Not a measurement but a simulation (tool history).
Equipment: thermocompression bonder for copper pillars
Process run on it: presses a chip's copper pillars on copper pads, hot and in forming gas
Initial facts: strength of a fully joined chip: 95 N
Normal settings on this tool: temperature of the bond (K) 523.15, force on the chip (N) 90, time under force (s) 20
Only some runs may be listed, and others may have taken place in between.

run,day,temperature of the bond (K),force on the chip (N),time under force (s),force that shears a chip off (N)
1,0,523.15,90,20,55.3
2,0.904,523.15,90,20,53.8
3,1.762,523.15,90,20,53.9
4,2.604,518.15,90,20,50.8
5,3.45,518.15,90,20,50.6
6,4.3,523.15,103,20,58.8
7,5.592,523.15,103,20,58.5
8,6.146,523.15,90,20,53.2
9,6.996,523.15,90,20,53.5
10,8.217,523.15,90,20,52.7
11,8.896,523.15,56,20,36.4
12,9.688,542.15,74,10,45
13,10.521,550.15,90,20,68.3
14,11.488,536.15,115,11,58.8
# day 11.625: force cell calibrated
15,12.429,523.15,106,20,57.8
16,13.492,523.15,106,20,57.4
# day 13.633: forming gas filter changed
17,14.112,523.15,106,20,61.6

What does the tool deliver on the next run?
# day 14.767: force cell calibrated, once more
18,15.2,523.15,106,20,?

force that shears a chip off (N): 64.6
The same run, on a tool lacking any hidden state, would have yielded force that shears a chip off (N) 64.9.
